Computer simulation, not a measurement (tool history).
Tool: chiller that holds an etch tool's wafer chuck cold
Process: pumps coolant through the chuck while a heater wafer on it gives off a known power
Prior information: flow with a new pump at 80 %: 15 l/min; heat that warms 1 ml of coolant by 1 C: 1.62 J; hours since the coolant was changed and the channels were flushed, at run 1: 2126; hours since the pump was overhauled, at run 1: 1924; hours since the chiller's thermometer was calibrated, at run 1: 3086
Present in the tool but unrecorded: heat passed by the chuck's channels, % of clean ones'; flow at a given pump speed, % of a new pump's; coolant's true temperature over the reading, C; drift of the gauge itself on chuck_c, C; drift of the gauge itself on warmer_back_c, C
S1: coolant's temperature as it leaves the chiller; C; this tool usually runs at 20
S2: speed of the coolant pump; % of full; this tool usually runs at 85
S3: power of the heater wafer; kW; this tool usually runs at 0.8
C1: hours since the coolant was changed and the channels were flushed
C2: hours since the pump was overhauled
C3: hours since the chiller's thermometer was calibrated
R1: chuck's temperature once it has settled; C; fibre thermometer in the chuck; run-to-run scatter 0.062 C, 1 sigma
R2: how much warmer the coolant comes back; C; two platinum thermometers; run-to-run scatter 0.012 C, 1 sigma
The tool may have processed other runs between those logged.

run 1 day=0 | S1=20 S2=85 S3=0.8 | C1=2126 C2=1924 C3=3086 | R1=25.24 R2=1.84
run 2 day=2.067 | S1=20 S2=63 S3=0.8 | C1=2176 C2=1974 C3=3135 | R1=26.74 R2=2.6
run 3 day=3.362 | S1=20 S2=85 S3=0.736 | C1=2207 C2=2005 C3=3166 | R1=24.76 R2=1.7
run 4 day=4.846 | S1=20 S2=85 S3=0.8 | C1=2243 C2=2041 C3=3202 | R1=25.23 R2=1.85
run 5 day=6.667 | S1=20 S2=85 S3=0.8 | C1=2286 C2=2084 C3=3246 | R1=25.23 R2=1.86
run 6 day=9.288 | S1=20 S2=98 S3=0.8 | C1=2349 C2=2147 C3=3309 | R1=24.69 R2=1.57
run 7 day=10.592 | S1=20 S2=74 S3=0.8 | C1=2380 C2=2179 C3=3340 | R1=25.81 R2=2.17
run 8 day=13.371 | S1=16 S2=85 S3=0.8 | C1=2447 C2=2245 C3=3407 | R1=21.23 R2=1.86
run 9 day=15.879 | S1=20 S2=85 S3=0.8 | C1=2507 C2=2306 C3=3467 | R1=25.23 R2=1.87
run 10 day=18.229 | S1=20 S2=85 S3=0.8 | C1=2564 C2=2362 C3=3523 | R1=25.31 R2=1.88
run 11 day=20.867 | S1=20 S2=85 S3=0.8 | C1=2627 C2=2425 C3=3587 | R1=25.23 R2=1.87
run 12 day=23.217 | S1=10 S2=85 S3=0.8 | C1=2683 C2=2482 C3=3643 | R1=15.14 R2=1.87
run 13 day=24.721 | S1=12 S2=68 S3=0.458 | C1=2720 C2=2518 C3=3679 | R1=15.61 R2=1.41
run 14 day=26.283 | S1=15 S2=94 S3=0.8 | C1=2757 C2=2555 C3=3717 | R1=19.88 R2=1.68
run 15 day=28.417 | S1=20 S2=85 S3=0.413 | C1=2808 C2=2606 C3=3768 | R1=22.66 R2=1
run 16 day=30.271 | S1=15 S2=82 S3=0.426 | C1=2853 C2=2651 C3=3812 | R1=17.8 R2=1.07
run 17 day=32.467 | S1=13 S2=80 S3=0.716 | C1=2905 C2=2704 C3=3865 | R1=17.9 R2=1.83
run 18 day=34.483 | S1=20 S2=98 S3=0.73 | C1=2954 C2=2752 C3=3913 | R1=24.26 R2=1.5

Run 19 is up next; what results do you expect?
run 19 day=36.15 | S1=24 S2=74 S3=1.074 | C1=2994 C2=2792 C3=3953 | R1=? R2=?

Run 19 came out at R1 31.93 C, R2 2.92 C.
Were there no unlogged condition in the tool, this run, its random variation unchanged, would have produced R1 31.93 C, R2 2.85 C.
